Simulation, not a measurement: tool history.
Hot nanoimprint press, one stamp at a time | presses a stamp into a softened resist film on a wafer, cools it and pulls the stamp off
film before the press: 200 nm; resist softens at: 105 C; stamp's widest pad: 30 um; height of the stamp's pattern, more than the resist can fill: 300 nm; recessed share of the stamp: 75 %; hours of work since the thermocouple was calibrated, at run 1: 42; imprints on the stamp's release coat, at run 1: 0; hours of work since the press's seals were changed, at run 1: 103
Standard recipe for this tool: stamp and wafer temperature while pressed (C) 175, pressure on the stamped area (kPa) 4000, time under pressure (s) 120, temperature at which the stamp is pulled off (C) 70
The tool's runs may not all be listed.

| run | hour | stamp and wafer temperature while pressed (C) | pressure on the stamped area (kPa) | time under pressure (s) | temperature at which the stamp is pulled off (C) | hours of work since the thermocouple was calibrated | imprints on the stamp's release coat | hours of work since the press's seals were changed | resist left under the stamp's widest pad (Å) | greatest force while the stamp is pulled off (N) |
|---|---|---|---|---|---|---|---|---|---|---|
| 1 | 0.0 | 175 | 4000 | 120 | 70 | 42 | 0 | 103 | 918 | 185 |
| 2 | 38.2 | 175 | 4000 | 120 | 70 | 64 | 163 | 125 | 915 | 185 |
| 3 | 85.2 | 175 | 4000 | 120 | 70 | 91 | 364 | 152 | 920 | 189 |
| 4 | 134.5 | 175 | 4000 | 120 | 70 | 119 | 575 | 180 | 925 | 193 |
| 5 | 193.3 | 175 | 4000 | 120 | 64 | 153 | 827 | 214 | 927 | 210 |
|  | 224.3 | stamp cleaned and given a new release coat |
| 6 | 254.1 | 185 | 4000 | 120 | 70 | 184 | 127 | 245 | 659 | 185 |
| 7 | 288.7 | 175 | 4000 | 120 | 59 | 204 | 275 | 265 | 928 | 211 |
| 8 | 347.2 | 175 | 4000 | 120 | 59 | 237 | 526 | 299 | 925 | 216 |
| 9 | 401.4 | 175 | 4000 | 120 | 70 | 268 | 758 | 330 | 934 | 196 |
| 10 | 434.1 | 175 | 4000 | 193 | 70 | 287 | 898 | 348 | 770 | 204 |
|  | 446.0 | stamp cleaned and given a new release coat |
|  | 464.5 | plate thermocouple calibrated |
| 11 | 492.0 | 175 | 4000 | 120 | 70 | 16 | 184 | 376 | 904 | 184 |
| 12 | 550.2 | 175 | 4000 | 120 | 70 | 49 | 433 | 410 | 902 | 196 |
| 13 | 604.4 | 175 | 6130 | 120 | 70 | 80 | 665 | 441 | 758 | 193 |
| 14 | 641.5 | 175 | 4000 | 120 | 70 | 101 | 824 | 462 | 905 | 202 |
|  | 673.0 | stamp cleaned and given a new release coat |
| 15 | 716.6 | 178 | 4000 | 120 | 70 | 141 | 186 | 501 | 817 | 182 |
| 16 | 762.6 | 178 | 4000 | 120 | 70 | 167 | 383 | 528 | 822 | 191 |
| 17 | 821.8 | 178 | 4000 | 120 | 70 | 201 | 637 | 562 | 821 | 199 |
|  | 895.6 | stamp cleaned and given a new release coat |
| 18 | 904.8 | 175 | 4000 | 227 | 70 | 245 | 39 | 606 | 702 | 181 |
| 19 | 955.4 | 168 | 4000 | 227 | 56 | 274 | 256 | 635 | 914 | 212 |
|  | 1001.0 | plate thermocouple calibrated |
| 20 | 1004.5 | 171 | 6030 | 177 | 57 | 2 | 453 | 661 | 759 | 224 |
| 21 | 1075.8 | 171 | 6030 | 177 | 57 | 43 | 758 | 702 | 771 | 225 |
|  | 1120.3 | stamp cleaned and given a new release coat |
| 22 | 1137.2 | 171 | 6030 | 71 | 57 | 75 | 72 | 733 | 1099 | 201 |
| 23 | 1205.7 | 171 | 6030 | 71 | 57 | 114 | 365 | 773 | 1091 | 214 |
| 24 | 1279.6 | 171 | 6030 | 71 | 57 | 156 | 681 | 815 | 1105 | 223 |
| 25 | 1317.1 | 171 | 5510 | 164 | 57 | 177 | 842 | 836 | 829 | 229 |
|  | 1344.7 | stamp cleaned and given a new release coat |
| 26 | 1363.8 | 175 | 3280 | 120 | 70 | 201 | 82 | 860 | 993 | 189 |
| 27 | 1410.4 | 175 | 3280 | 120 | 70 | 227 | 281 | 886 | 999 | 188 |
|  | 1457.3 | press's hydraulic seals changed and the load cell set to zero |
| 28 | 1488.4 | 175 | 2500 | 120 | 62 | 267 | 581 | 18 | 1092 | 218 |
|  | 1548.3 | plate thermocouple calibrated |
| 29 | 1557.1 | 167 | 2500 | 95 | 74 | 5 | 862 | 55 | 1433 | 198 |

Below, each run's measurement less what the same run would have read without the hidden state. Both values contain the same run-to-run variation, but the gauge's scatter may not be the same in both:
The tool's hidden condition here consists of: true temperature over the reading, C; pressure that arrives at the usual setting, %; grip of the stamp's worn release coat, % over a new coat's; drift of the gauge itself on residual_nm, %; drift of the gauge itself on pull_off_n, %.
| run | resist left under the stamp's widest pad (Å) | greatest force while the stamp is pulled off (N) |
|---|---|---|
| 1 | +12 | +1 |
| 2 | +13 | +5 |
| 3 | +15 | +11 |
| 4 | +17 | +18 |
| 5 | +18 | +26 |
| 6 | +15 | +5 |
| 7 | +22 | +10 |
| 8 | +24 | +19 |
| 9 | +26 | +23 |
| 10 | +25 | +27 |
| 11 | -5 | +4 |
| 12 | -4 | +12 |
| 13 | +2 | +18 |
| 14 | +0 | +24 |
| 15 | +2 | +5 |
| 16 | +3 | +11 |
| 17 | +6 | +19 |
| 18 | +7 | +1 |
| 19 | +11 | +9 |
| 20 | +7 | +15 |
| 21 | +10 | +25 |
| 22 | +14 | +3 |
| 23 | +16 | +12 |
| 24 | +19 | +22 |
| 25 | +17 | +28 |
| 26 | +15 | +3 |
| 27 | +16 | +9 |
| 28 | +11 | +19 |
| 29 | -10 | +24 |
